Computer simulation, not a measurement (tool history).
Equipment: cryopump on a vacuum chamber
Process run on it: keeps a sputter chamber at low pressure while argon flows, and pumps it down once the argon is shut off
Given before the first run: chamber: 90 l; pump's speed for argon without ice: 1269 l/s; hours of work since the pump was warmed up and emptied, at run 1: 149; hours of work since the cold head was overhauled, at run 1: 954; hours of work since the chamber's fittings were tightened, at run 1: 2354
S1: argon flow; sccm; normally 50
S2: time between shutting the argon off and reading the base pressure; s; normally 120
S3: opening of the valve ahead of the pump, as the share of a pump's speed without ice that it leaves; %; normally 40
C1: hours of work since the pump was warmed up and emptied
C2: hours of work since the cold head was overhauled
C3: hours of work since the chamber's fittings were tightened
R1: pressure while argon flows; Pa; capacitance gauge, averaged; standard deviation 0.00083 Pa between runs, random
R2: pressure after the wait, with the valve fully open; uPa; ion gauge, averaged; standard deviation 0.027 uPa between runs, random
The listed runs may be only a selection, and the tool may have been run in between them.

run    hour  S1   S2  S3   C1    C2    C3      R1    R2
  1       0  50  120  40  149   954  2354  0.1728  1.53
  2   108.8  50  120  40  219  1023  2424  0.1721  1.59
  3   218.8  50  120  40  289  1093  2494  0.1724  1.54
  4   338.9  50  120  40  365  1170  2570  0.1737  1.55
  5     412  32  120  40  412  1217  2617  0.1131  1.59
  6   485.4  32  120  40  459  1263  2664  0.1133   1.6
      512.9  -- leaking fittings of the chamber tightened, without venting
  7   585.8  32  120  40  521  1326    46  0.1157  1.28
  8   692.9  97  120  40  590  1394   115   0.353  1.26
  9   795.1  97  120  40  655  1459   180  0.3532  1.28
 10   847.8  81  120  40  688  1493   213  0.2979  1.32
      899.9  -- pump warmed up, emptied and cooled again
 11   954.6  50  120  19   35  1558   278  0.3529  1.25
 12  1052.7  50  120  31   97  1620   341  0.2171  1.26
 13  1114.9  50  120  40  137  1660   380  0.1705  1.29
 14    1181  50  120  40  179  1702   423  0.1719  1.28
 15    1287  50  120  40  247  1770   490  0.1731  1.31
 16  1364.8  50  120  40  296  1819   540  0.1737  1.26
 17  1476.8  50  120  40  368  1891   611  0.1748  1.35
 18  1592.6  50  120  40  441  1964   685   0.178  1.38
 19  1712.6  50  120  40  518  2041   761  0.1787  1.32
 20  1774.9  25  120  19  558  2081   801  0.1843  1.37
 21  1893.2  43   22  24  633  2156   876  0.2541  5.86
 22  1994.2  27  120  40  697  2220   941  0.0994  1.44
       2034  -- pump warmed up, emptied and cooled again
 23  2108.8  41  128  23   48  2290  1011  0.2389  1.23
 24    2167  41  128  23   85  2327  1048  0.2401  1.31
 25  2227.6  87  168  52  123  2366  1086  0.2306  1.09
 26  2325.5  37  113  16  186  2428  1149  0.3134  1.41
 27  2393.4  37  113  16  229  2472  1192    0.31  1.42
 28    2469  37   34  25  277  2520  1240  0.2036  3.86
 29  2580.1  54  120  55  348  2591  1311  0.1411  1.42
 30    2695  54  120  55  421  2664  1384  0.1414  1.41
 31  2751.8  50   21  40  457  2700  1420  0.1783  6.16
 32  2819.1  85  219  17  500  2743  1463  0.6885     1
 33  2905.6  29   88  35  555  2798  1518  0.1188  1.85
 34  2958.1  37   52  35  589  2832  1552  0.1521   2.8

The logged runs with the hidden state left out (each run's random variation unchanged):
Unlogged tool condition in this case: pump's speed, % of a pump's without ice; cold plate's temperature, K; leak into the chamber, uPa l/s; drift of the gauge itself on working_pa, %; drift of the gauge itself on base_upa, %.
run      R1    R2
  1  0.1684  1.21
  2  0.1663  1.24
  3   0.165  1.18
  4  0.1646  1.18
  5  0.1065  1.19
  6  0.1058  1.19
  7  0.1073  1.22
  8  0.3236  1.19
  9  0.3203  1.18
 10  0.2687  1.22
 11  0.3508   1.2
 12  0.2137   1.2
 13  0.1663  1.22
 14  0.1668   1.2
 15  0.1665  1.22
 16  0.1659  1.15
 17  0.1652  1.23
 18  0.1663  1.24
 19   0.165  1.16
 20  0.1767   1.2
 21  0.2393  5.66
 22  0.0891  1.22
 23  0.2367  1.09
 24  0.2373  1.16
 25   0.223  0.94
 26  0.3091  1.24
 27   0.305  1.24
 28  0.1978  3.66
 29  0.1309   1.2
 30  0.1294  1.17
 31  0.1661   5.9
 32  0.6659  0.73
 33  0.1101  1.56
 34  0.1404   2.5
